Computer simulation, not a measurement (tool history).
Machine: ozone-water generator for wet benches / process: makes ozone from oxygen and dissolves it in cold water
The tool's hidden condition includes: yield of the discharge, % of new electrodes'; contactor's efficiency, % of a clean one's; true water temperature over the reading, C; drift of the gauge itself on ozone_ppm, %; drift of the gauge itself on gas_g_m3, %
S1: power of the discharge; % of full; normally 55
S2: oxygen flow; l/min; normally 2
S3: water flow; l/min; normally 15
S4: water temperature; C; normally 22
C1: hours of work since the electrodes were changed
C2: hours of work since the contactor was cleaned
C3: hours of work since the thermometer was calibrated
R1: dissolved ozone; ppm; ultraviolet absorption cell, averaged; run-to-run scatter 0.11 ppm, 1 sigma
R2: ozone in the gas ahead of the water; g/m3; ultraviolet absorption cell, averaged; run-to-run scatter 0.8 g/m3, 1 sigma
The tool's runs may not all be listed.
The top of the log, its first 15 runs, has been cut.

run,day,S1,S2,S3,S4,C1,C2,C3,R1,R2
16,35.233,55,2.92,15,22,2532,3347,3712,9.1,105.3
17,37.892,55,2.92,15,22,2587,3401,3766,9.1,105.5
18,40.842,55,2.92,15,22,2648,3462,3827,9.1,106.6
19,43.633,53,1.22,12,22,2705,3520,3885,9.1,152.5
20,46.267,52,1.4,17,15,2760,3574,3939,6.9,140.3
21,49.092,72,1.36,13,26,2818,3632,3997,10.5,183.3
22,52.396,47,1.36,11,26,2886,3701,4066,9,131.9
23,54.858,42,1.36,11,26,2937,3751,4116,8.3,123.3
24,56.404,42,1.4,9,28,2969,3783,4148,9.5,121
25,58.529,80,1.12,10,21,3013,3827,4192,14.5,214.2
26,61.708,98,2.23,20,21,3078,3893,4258,10.1,181.8
27,64.933,98,2.23,20,21,3145,3959,4324,10.3,184.2
28,66.533,48,2.23,20,21,3178,3992,4357,6.2,109.3
29,69.046,60,2.05,14,19,3229,4044,4409,10,132.5
30,72.146,60,2.33,14,19,3293,4108,4473,10.3,125.4
31,75.304,60,2.33,14,19,3359,4173,4538,10.2,125
32,77.804,85,2,20,22,3410,4224,4589,8.7,171.8

4 options for the next run, each taken on its own from the tool as it stands now. Forecast them:
A,80.7,55,2,15,15,3470,4284,4649,?,?
B,80.7,55,2,10,28,3470,4284,4649,?,?
C,80.7,63,2,20,22,3470,4284,4649,?,?
D,80.7,55,2,10,22,3470,4284,4649,?,?

run,R1,R2
A,9.1,127.2
B,11.1,125.7
C,7.1,139
D,12,127.7
What these runs would have given with no unlogged condition in the tool:
run,R1,R2
A,9.1,127.3
B,11.1,125.8
C,7.1,139.1
D,12,127.7
